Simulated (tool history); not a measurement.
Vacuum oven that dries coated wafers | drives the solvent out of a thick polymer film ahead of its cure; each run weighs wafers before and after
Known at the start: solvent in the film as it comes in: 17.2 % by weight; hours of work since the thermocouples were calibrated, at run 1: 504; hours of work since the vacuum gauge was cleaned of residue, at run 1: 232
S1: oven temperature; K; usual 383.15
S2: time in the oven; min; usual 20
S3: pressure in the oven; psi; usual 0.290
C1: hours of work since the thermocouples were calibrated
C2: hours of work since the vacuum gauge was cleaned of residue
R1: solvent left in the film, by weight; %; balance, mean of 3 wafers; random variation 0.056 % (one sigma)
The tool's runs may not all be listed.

run,day,S1,S2,S3,C1,C2,R1
1,0.000,383.15,20,0.290,504,232,3.21
2,0.388,383.15,20,0.290,510,238,3.13
3,1.050,383.15,10,0.290,519,247,5.88
4,1.592,382.15,20,0.290,527,255,3.36
5,2.258,382.15,20,0.290,537,265,3.37
6,2.704,382.15,20,0.476,543,272,4.41
7,3.017,382.15,20,0.476,548,276,4.51
8,3.308,382.15,20,0.476,552,280,4.46
9,3.850,383.15,22,0.290,560,288,2.91
10,4.142,383.15,22,0.290,565,293,2.78
11,4.783,383.15,22,0.290,574,302,2.87
# day 4.879: vacuum gauge cleaned of residue and calibrated
12,5.550,383.15,20,0.555,584,10,4.84
13,6.079,383.15,20,0.555,592,18,4.75
14,6.542,383.15,31,0.290,599,24,2.30
15,6.862,383.15,31,0.290,603,29,2.41
# day 7.025: vacuum gauge cleaned of residue and calibrated, once more
16,7.475,383.15,13,0.290,611,7,4.59
17,8.096,398.15,20,0.290,620,16,1.34
18,8.650,398.15,20,0.290,628,24,1.23
19,9.329,383.15,20,0.290,638,34,3.11
20,9.979,370.15,20,0.290,648,43,5.76
21,10.617,378.15,20,0.213,657,52,3.61
22,11.250,378.15,20,0.213,666,62,3.56
23,11.588,378.15,20,0.213,671,67,3.54
24,12.042,370.15,19,0.705,678,73,9.35
25,12.517,371.15,15,0.438,685,80,7.73
26,12.821,383.15,11,0.445,689,85,5.97
27,13.204,381.15,16,0.293,695,90,4.24
28,13.592,383.15,18,0.290,700,96,3.32
29,14.096,382.15,10,0.421,708,103,6.62
30,14.654,382.15,10,0.421,716,111,6.52
31,15.275,382.15,33,0.421,725,120,3.10
32,15.725,391.15,33,0.516,732,127,2.57
33,16.200,379.15,14,1.137,739,134,9.98
34,16.712,377.15,18,0.730,746,141,7.31
35,17.000,377.15,18,0.730,750,145,7.58
36,17.579,386.15,27,0.495,759,154,3.14
37,17.933,394.15,24,0.329,764,159,1.57

The next listed run, before its measurement:
38,18.596,394.15,24,0.329,773,169,?

{"run 38": {"R1": 1.66}}
Without the tool's hidden state the same run would have given R1 1.69 %.

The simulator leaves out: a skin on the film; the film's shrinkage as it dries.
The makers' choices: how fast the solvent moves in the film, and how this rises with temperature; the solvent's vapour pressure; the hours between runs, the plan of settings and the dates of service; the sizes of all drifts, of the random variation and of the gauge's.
